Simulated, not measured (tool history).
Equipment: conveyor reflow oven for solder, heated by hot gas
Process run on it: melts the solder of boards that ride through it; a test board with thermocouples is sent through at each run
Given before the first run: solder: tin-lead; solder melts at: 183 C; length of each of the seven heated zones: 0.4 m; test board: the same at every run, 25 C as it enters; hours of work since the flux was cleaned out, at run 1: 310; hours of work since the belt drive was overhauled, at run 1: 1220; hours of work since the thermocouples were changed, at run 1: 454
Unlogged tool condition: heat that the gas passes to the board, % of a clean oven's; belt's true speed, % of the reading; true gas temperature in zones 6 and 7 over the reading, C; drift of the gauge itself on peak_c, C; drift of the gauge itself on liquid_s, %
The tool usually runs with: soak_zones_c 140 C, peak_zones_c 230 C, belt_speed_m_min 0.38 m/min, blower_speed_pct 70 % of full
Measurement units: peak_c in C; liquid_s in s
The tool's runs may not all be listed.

run     day  soak_zones_c  peak_zones_c  belt_speed_m_min  blower_speed_pct  hours of work since the flux was cleaned out  hours of work since the belt drive was overhauled  hours of work since the thermocouples were changed  peak_c  liquid_s
  1       0           140           230              0.38                70                                           310                                               1220                                                 454   216.3      98.1
  2   3.125           140           230              0.38                70                                           355                                               1264                                                 499   215.9      97.9
  3   5.746           140           230              0.38                70                                           392                                               1301                                                 536   215.7      99.2
  4    8.45           140           230              0.38                70                                           430                                               1339                                                 574   215.9      96.4
     10.204  -- flux residue cleaned out of gas plates and filters
  5  10.596           145           230              0.38                70                                             6                                               1367                                                 601   219.9     107.3
  6      12           145           230              0.38                70                                            25                                               1387                                                 621   219.7     107.5
  7  13.346           140           230              0.38                70                                            44                                               1406                                                 640     219     102.5
     14.917  -- belt drive overhauled, speed set with a stopwatch
  8  15.446           140           230              0.38                70                                            72                                                  7                                                 667   219.1     103.8
  9  18.296           140           230              0.38                70                                           112                                                 48                                                 708   219.1     102.8
 10  19.792           140           230              0.38                70                                           133                                                 69                                                 729   218.5     104.1
 11  21.992           140           230              0.38                70                                           164                                                100                                                 760   218.8     104.9
 12  24.642           140           231              0.38                70                                           202                                                137                                                 797   219.2     104.9
 13  27.258           140           231              0.38                70                                           239                                                174                                                 834   219.4     104.1
 14  29.046           140           231              0.38                70                                           264                                                200                                                 860   219.3     105.2
     29.888  -- belt drive overhauled, speed set with a stopwatch, once more
 15  30.479           140           231              0.38                70                                           282                                                  8                                                 877   217.3      96.2
 16  33.496           131           230              0.38                56                                           324                                                 51                                                 920   212.4      82.8
 17   35.45           136           226              0.38                57                                           352                                                 79                                                 948   210.4      82.6
 18  38.354           132           230             0.357                70                                           393                                                120                                                 989   216.4      95.6
 19  39.746           139           230              0.38                58                                           413                                                139                                                1008   214.4      89.9
     42.633  -- flux residue cleaned out of gas plates and filters
 20  42.696           137           218              0.38                60                                             1                                                178                                                1047   207.4      80.4
 21  45.746           154           218              0.38                60                                            44                                                221                                                1090   210.4      97.5
     45.975  -- thermocouples of zones 6 and 7 changed
 22  48.238           154           218              0.38                60                                            78                                                255                                                  32   206.5      91.5
 23   49.95           139           230             0.353                61                                           102                                                279                                                  56   216.9     103.5
 24  52.521           140           234             0.316                70                                           139                                                316                                                  93   224.1     128.6
 25  55.125           140           234             0.316                70                                           175                                                352                                                 129   224.4       128
 26  58.017           139           244             0.401                55                                           216                                                393                                                 170     223      96.9
 27  59.342           139           244             0.401                55                                           235                                                412                                                 189   222.8      97.1
 28  62.258           140           230             0.343                70                                           276                                                453                                                 230   218.3     110.2
 29  65.221           142           239              0.38                70                                           318                                                495                                                 272   223.3     105.4
 30  66.662           140           241             0.357                70                                           338                                                516                                                 292   226.8     116.4

Some steps in peak_c between neighbouring runs. How much of each would the tool show without its hidden state too (settings, what came in, random variation), and how much is left for the hidden state, with any gauge scatter that isn't in both results?
Run 4 -> 5: soak_zones_c 140 -> 145, flux residue cleaned out of gas plates and filters. peak_c +4 C: hidden state +3.2, all else +0.8.
Run 19 -> 20: soak_zones_c 139 -> 137, peak_zones_c 230 -> 218, blower_speed_pct 58 -> 60, flux residue cleaned out of gas plates and filters. peak_c -7 C: hidden state +3.8, all else -10.8.
Run 21 -> 22: thermocouples of zones 6 and 7 changed. peak_c -3.9 C: hidden state -3.4, all else -0.5.
Run 22 -> 23: soak_zones_c 154 -> 139, peak_zones_c 218 -> 230, belt_speed_m_min 0.38 -> 0.353, blower_speed_pct 60 -> 61. peak_c +10.4 C: hidden state -0.1, all else +10.5.
Run 23 -> 24: soak_zones_c 139 -> 140, peak_zones_c 230 -> 234, belt_speed_m_min 0.353 -> 0.316, blower_speed_pct 61 -> 70. peak_c +7.2 C: hidden state -0.1, all else +7.3.

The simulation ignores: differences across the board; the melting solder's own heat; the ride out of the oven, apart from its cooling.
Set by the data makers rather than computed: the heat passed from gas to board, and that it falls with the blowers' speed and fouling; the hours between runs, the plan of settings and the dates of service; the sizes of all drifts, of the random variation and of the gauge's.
